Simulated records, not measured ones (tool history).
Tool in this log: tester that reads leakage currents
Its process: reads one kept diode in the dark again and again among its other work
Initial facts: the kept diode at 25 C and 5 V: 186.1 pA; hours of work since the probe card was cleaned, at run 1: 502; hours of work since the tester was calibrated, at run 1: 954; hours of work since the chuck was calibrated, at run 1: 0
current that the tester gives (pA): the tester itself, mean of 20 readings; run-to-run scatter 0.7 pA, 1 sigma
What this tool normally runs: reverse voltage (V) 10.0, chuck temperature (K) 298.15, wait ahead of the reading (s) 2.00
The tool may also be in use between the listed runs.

run    hour  reverse voltage (V)  chuck temperature (K)  wait ahead of the reading (s)  hours of work since the probe card was cleaned  hours of work since the tester was calibrated  hours of work since the chuck was calibrated  current that the tester gives (pA)
  1     0.0                 10.0                 298.15                           2.00                                             502                                            954                                             0                              238.63
  2   213.4                  1.9                 298.15                           2.00                                             652                                           1105                                           151                              143.23
  3   316.1                  1.9                 298.15                           2.00                                             725                                           1177                                           223                              143.98
  4   473.8                  1.9                 298.15                           2.00                                             836                                           1288                                           334                              146.79
  5   612.2                 10.0                 298.15                           2.00                                             934                                           1386                                           432                              258.77
  6   842.3                 10.0                 296.15                           2.00                                            1096                                           1548                                           594                              228.37
  7   988.3                 10.0                 296.15                           9.93                                            1199                                           1651                                           697                              231.26
     1002.9  -- chuck's temperature calibrated
  8  1087.5                 10.0                 296.15                           9.93                                            1268                                           1720                                            60                              238.68
  9  1271.3                  1.6                 305.15                           2.88                                            1398                                           1850                                           189                              272.83
 10  1498.6                  9.1                 311.15                           1.81                                            1558                                           2010                                           350                              780.54

Forecast each of these 5 alternatives for the next run:
  A  1661.9                  1.7                 298.15                           2.00                                            1673                                           2125                                           465                                   ?
  B  1661.9                  9.5                 299.15                           1.81                                            1673                                           2125                                           465                                   ?
  C  1661.9                  5.8                 299.15                           2.60                                            1673                                           2125                                           465                                   ?
  D  1661.9                 10.0                 298.15                           2.08                                            1673                                           2125                                           465                                   ?
  E  1661.9                 17.5                 298.15                           1.78                                            1673                                           2125                                           465                                   ?

run  current that the tester gives (pA)
  A                              162.00
  B                              318.51
  C                              267.36
  D                              301.82
  E                              371.51
With the hidden condition removed and each run's random variation left untouched, the same runs would have given:
run  current that the tester gives (pA)
  A                              132.38
  B                              248.10
  C                              212.64
  D                              232.69
  E                              276.06

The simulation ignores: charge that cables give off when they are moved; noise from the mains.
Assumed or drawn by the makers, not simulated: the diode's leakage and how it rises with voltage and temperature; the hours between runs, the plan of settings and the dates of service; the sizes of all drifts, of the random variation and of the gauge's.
